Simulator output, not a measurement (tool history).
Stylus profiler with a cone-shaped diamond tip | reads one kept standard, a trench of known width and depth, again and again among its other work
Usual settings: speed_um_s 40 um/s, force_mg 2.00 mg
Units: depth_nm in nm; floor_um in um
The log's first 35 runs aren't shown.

{"run": 36, "hour": 1762.4, "speed_um_s": 27, "force_mg": 2.95, "depth_nm": 101.53, "floor_um": 18.17}
{"run": 37, "hour": 1821.2, "speed_um_s": 27, "force_mg": 2.95, "depth_nm": 101.45, "floor_um": 18.21}
{"run": 38, "hour": 1848.3, "speed_um_s": 17, "force_mg": 2.71, "depth_nm": 101.31, "floor_um": 18.23}
{"run": 39, "hour": 1875.5, "speed_um_s": 17, "force_mg": 1.67, "depth_nm": 100.86, "floor_um": 18.26}
{"run": 40, "hour": 1908.8, "speed_um_s": 65, "force_mg": 2.39, "depth_nm": 101.14, "floor_um": 18.03}
{"run": 41, "hour": 1950.6, "speed_um_s": 21, "force_mg": 2.46, "depth_nm": 101.24, "floor_um": 18.16}
{"run": 42, "hour": 2007.6, "speed_um_s": 149, "force_mg": 2.71, "depth_nm": 101.27, "floor_um": 17.65}
{"run": 43, "hour": 2059.2, "speed_um_s": 34, "force_mg": 2.9, "depth_nm": 101.25, "floor_um": 18.09}
{"run": 44, "hour": 2101.0, "speed_um_s": 12, "force_mg": 0.96, "depth_nm": 100.47, "floor_um": 18.21}
{"run": 45, "hour": 2152.5, "speed_um_s": 18, "force_mg": 2.38, "depth_nm": 101.11, "floor_um": 18.17}
{"run": 46, "hour": 2188.9, "speed_um_s": 11, "force_mg": 0.81, "depth_nm": 100.17, "floor_um": 18.18}

3 ways to go on from here, each from the tool as it stands after run 46. What would each give?
{"run": "A", "hour": 2227.6, "speed_um_s": 51, "force_mg": 2.14, "depth_nm": "?", "floor_um": "?"}
{"run": "B", "hour": 2227.6, "speed_um_s": 18, "force_mg": 0.81, "depth_nm": "?", "floor_um": "?"}
{"run": "C", "hour": 2227.6, "speed_um_s": 15, "force_mg": 2.59, "depth_nm": "?", "floor_um": "?"}

run=A depth_nm=100.93 floor_um=17.99
run=B depth_nm=100.25 floor_um=18.13
run=C depth_nm=100.94 floor_um=18.22
Without the tool's hidden state the same runs would have given:
run=A depth_nm=101.40 floor_um=18.33
run=B depth_nm=100.71 floor_um=18.47
run=C depth_nm=101.41 floor_um=18.56

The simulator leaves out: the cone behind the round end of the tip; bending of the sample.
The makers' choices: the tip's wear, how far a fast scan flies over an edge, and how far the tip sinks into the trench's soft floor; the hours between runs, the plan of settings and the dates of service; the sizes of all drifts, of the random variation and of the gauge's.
